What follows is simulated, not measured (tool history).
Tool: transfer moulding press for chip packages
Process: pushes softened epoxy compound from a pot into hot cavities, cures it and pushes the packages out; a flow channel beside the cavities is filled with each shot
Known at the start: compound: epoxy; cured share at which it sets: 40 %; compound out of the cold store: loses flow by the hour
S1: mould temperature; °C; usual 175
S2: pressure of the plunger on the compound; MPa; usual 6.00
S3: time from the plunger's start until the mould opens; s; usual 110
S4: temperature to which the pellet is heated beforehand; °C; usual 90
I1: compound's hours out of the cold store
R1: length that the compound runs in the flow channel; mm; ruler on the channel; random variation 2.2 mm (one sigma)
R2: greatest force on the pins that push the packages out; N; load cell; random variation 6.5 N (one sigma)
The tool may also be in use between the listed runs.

{"run": 1, "hour": 0.0, "S1": 175, "S2": 6.0, "S3": 110, "S4": 90, "I1": 38.2, "R1": 577, "R2": 456}
{"run": 2, "hour": 8.3, "S1": 175, "S2": 6.0, "S3": 110, "S4": 90, "I1": 47.2, "R1": 565, "R2": 487}
{"run": 3, "hour": 19.4, "S1": 175, "S2": 6.0, "S3": 110, "S4": 90, "I1": 27.0, "R1": 592, "R2": 489}
{"hour": 25.9, "done": "cavities cleaned with cleaning compound and waxed"}
{"run": 4, "hour": 31.9, "S1": 175, "S2": 6.0, "S3": 110, "S4": 90, "I1": 32.4, "R1": 582, "R2": 295}
{"run": 5, "hour": 38.3, "S1": 175, "S2": 6.0, "S3": 110, "S4": 90, "I1": 13.6, "R1": 609, "R2": 311}
{"run": 6, "hour": 46.7, "S1": 175, "S2": 6.0, "S3": 110, "S4": 90, "I1": 20.5, "R1": 599, "R2": 347}
{"run": 7, "hour": 53.0, "S1": 175, "S2": 6.0, "S3": 106, "S4": 90, "I1": 47.3, "R1": 565, "R2": 374}
{"run": 8, "hour": 62.8, "S1": 175, "S2": 6.0, "S3": 110, "S4": 90, "I1": 25.1, "R1": 593, "R2": 389}
{"run": 9, "hour": 68.2, "S1": 175, "S2": 6.0, "S3": 110, "S4": 90, "I1": 16.3, "R1": 606, "R2": 406}
{"run": 10, "hour": 74.2, "S1": 175, "S2": 6.0, "S3": 110, "S4": 90, "I1": 46.6, "R1": 562, "R2": 404}
{"run": 11, "hour": 85.8, "S1": 175, "S2": 6.0, "S3": 110, "S4": 90, "I1": 35.7, "R1": 575, "R2": 422}
{"run": 12, "hour": 96.9, "S1": 176, "S2": 6.0, "S3": 110, "S4": 90, "I1": 37.6, "R1": 570, "R2": 447}
{"hour": 99.8, "done": "mould's thermocouples calibrated"}
{"run": 13, "hour": 109.9, "S1": 176, "S2": 6.0, "S3": 110, "S4": 90, "I1": 40.4, "R1": 567, "R2": 430}
{"run": 14, "hour": 115.2, "S1": 175, "S2": 6.0, "S3": 110, "S4": 87, "I1": 21.9, "R1": 594, "R2": 460}
{"hour": 118.7, "done": "mould's thermocouples calibrated, once more"}
{"run": 15, "hour": 128.8, "S1": 175, "S2": 4.75, "S3": 110, "S4": 85, "I1": 39.1, "R1": 507, "R2": 470}
{"run": 16, "hour": 136.5, "S1": 175, "S2": 4.75, "S3": 110, "S4": 85, "I1": 20.2, "R1": 531, "R2": 499}
{"run": 17, "hour": 147.5, "S1": 169, "S2": 5.93, "S3": 109, "S4": 83, "I1": 39.9, "R1": 583, "R2": 656}
{"run": 18, "hour": 154.9, "S1": 178, "S2": 5.93, "S3": 109, "S4": 83, "I1": 32.7, "R1": 566, "R2": 433}
{"hour": 162.1, "done": "cavities cleaned with cleaning compound and waxed"}
{"run": 19, "hour": 166.6, "S1": 178, "S2": 5.93, "S3": 109, "S4": 83, "I1": 38.3, "R1": 560, "R2": 267}
{"run": 20, "hour": 177.8, "S1": 175, "S2": 7.33, "S3": 110, "S4": 91, "I1": 35.7, "R1": 634, "R2": 347}
{"run": 21, "hour": 188.6, "S1": 175, "S2": 7.33, "S3": 110, "S4": 91, "I1": 30.0, "R1": 638, "R2": 374}
{"run": 22, "hour": 197.7, "S1": 175, "S2": 7.33, "S3": 110, "S4": 91, "I1": 11.2, "R1": 666, "R2": 397}
{"run": 23, "hour": 203.5, "S1": 177, "S2": 5.63, "S3": 110, "S4": 90, "I1": 23.8, "R1": 563, "R2": 381}
{"run": 24, "hour": 208.2, "S1": 174, "S2": 7.02, "S3": 135, "S4": 90, "I1": 23.3, "R1": 636, "R2": 366}
{"run": 25, "hour": 215.3, "S1": 174, "S2": 7.02, "S3": 135, "S4": 90, "I1": 33.3, "R1": 616, "R2": 383}
{"run": 26, "hour": 223.1, "S1": 174, "S2": 7.02, "S3": 135, "S4": 90, "I1": 21.9, "R1": 639, "R2": 403}
{"run": 27, "hour": 233.9, "S1": 175, "S2": 6.49, "S3": 110, "S4": 90, "I1": 18.1, "R1": 614, "R2": 459}
{"run": 28, "hour": 243.8, "S1": 175, "S2": 6.49, "S3": 110, "S4": 90, "I1": 37.7, "R1": 585, "R2": 450}

Forecast each of these 3 alternatives for the next run:
{"run": "A", "hour": 248.8, "S1": 183, "S2": 6.0, "S3": 137, "S4": 93, "I1": 8.6, "R1": "?", "R2": "?"}
{"run": "B", "hour": 248.8, "S1": 171, "S2": 6.49, "S3": 112, "S4": 90, "I1": 36.1, "R1": "?", "R2": "?"}
{"run": "C", "hour": 248.8, "S1": 175, "S2": 6.0, "S3": 110, "S4": 90, "I1": 25.2, "R1": "?", "R2": "?"}

run=A R1=581 R2=398
run=B R1=603 R2=532
run=C R1=580 R2=460
Without the tool's hidden state the same runs would have given:
run=A R1=599 R2=221
run=B R1=622 R2=297
run=C R1=599 R2=255
